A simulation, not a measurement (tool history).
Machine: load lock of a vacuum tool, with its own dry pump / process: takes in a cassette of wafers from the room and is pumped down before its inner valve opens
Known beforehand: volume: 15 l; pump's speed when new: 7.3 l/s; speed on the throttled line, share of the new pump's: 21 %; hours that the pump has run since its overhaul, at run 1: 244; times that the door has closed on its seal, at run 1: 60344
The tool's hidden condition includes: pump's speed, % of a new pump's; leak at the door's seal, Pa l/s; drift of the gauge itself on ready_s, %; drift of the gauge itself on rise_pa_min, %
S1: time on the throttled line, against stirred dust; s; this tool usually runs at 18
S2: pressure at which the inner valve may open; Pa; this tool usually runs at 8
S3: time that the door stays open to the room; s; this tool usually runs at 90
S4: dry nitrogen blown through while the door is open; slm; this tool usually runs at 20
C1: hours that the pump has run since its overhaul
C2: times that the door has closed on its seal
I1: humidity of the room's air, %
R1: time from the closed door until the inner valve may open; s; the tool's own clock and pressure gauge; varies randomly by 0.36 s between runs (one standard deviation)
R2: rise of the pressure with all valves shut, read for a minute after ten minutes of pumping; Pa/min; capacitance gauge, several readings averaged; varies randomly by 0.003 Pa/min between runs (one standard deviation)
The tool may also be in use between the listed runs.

| run | hour | S1 | S2 | S3 | S4 | C1 | C2 | I1 | R1 | R2 |
|---|---|---|---|---|---|---|---|---|---|---|
| 1 | 0 | 18 | 8 | 90 | 20 | 244 | 60344 | 48.4 | 33.7 | 0.34 |
| 2 | 291.9 | 18 | 8 | 90 | 20 | 535 | 61785 | 43.8 | 33.5 | 0.358 |
| 3 | 718.7 | 18 | 8 | 90 | 20 | 962 | 63891 | 42.8 | 33.5 | 0.378 |
| 4 | 1001.2 | 18 | 8 | 90 | 20 | 1245 | 65286 | 46.7 | 34.8 | 0.401 |
| 5 | 1426 | 18 | 9 | 90 | 20 | 1670 | 67382 | 47.8 | 33.8 | 0.418 |
| 6 | 1830.1 | 17 | 9 | 90 | 20 | 2074 | 69377 | 42.7 | 34 | 0.428 |
| 7 | 2168.9 | 21 | 9 | 90 | 20 | 2413 | 71049 | 43.4 | 36.2 | 0.452 |
| 8 | 2598.9 | 21 | 9 | 90 | 20 | 2843 | 73171 | 46.5 | 36.8 | 0.469 |
|  | 2908.8 | door's seal changed, seat wiped |
| 9 | 2908.8 | 13 | 8 | 90 | 20 | 3151 | 0 | 43.8 | 31.1 | 0.05 |
| 10 | 3103.1 | 16 | 8 | 30 | 20 | 3345 | 959 | 45.4 | 32.7 | 0.04 |
| 11 | 3396.9 | 16 | 8 | 30 | 20 | 3639 | 2409 | 42.5 | 33.1 | 0.044 |
| 12 | 3784.8 | 26 | 8 | 46 | 20 | 4027 | 4324 | 43.4 | 40.8 | 0.049 |
| 13 | 3980.2 | 26 | 8 | 46 | 20 | 4222 | 5288 | 44.2 | 41 | 0.049 |
| 14 | 4335.9 | 18 | 8 | 70 | 4 | 4578 | 7044 | 46.6 | 34.7 | 0.089 |
| 15 | 4701.5 | 9 | 11 | 90 | 20 | 4944 | 8848 | 45.7 | 27.2 | 0.071 |
| 16 | 4972.3 | 12 | 11 | 90 | 20 | 5214 | 10184 | 39.3 | 29.7 | 0.071 |

A few steps of R1 between consecutive runs. Split each: what settings, incoming material and random variation would produce without the hidden state, and what is left over for the hidden state, along with gauge scatter present in only one of the two compared results (measured, and without hidden state):
Run 5 -> 6: S1 18 -> 17. R1 +0.2 s: hidden state +0.2, all else +0.
Run 11 -> 12: S1 16 -> 26, S3 30 -> 46. R1 +7.7 s: hidden state +0, all else +7.7.
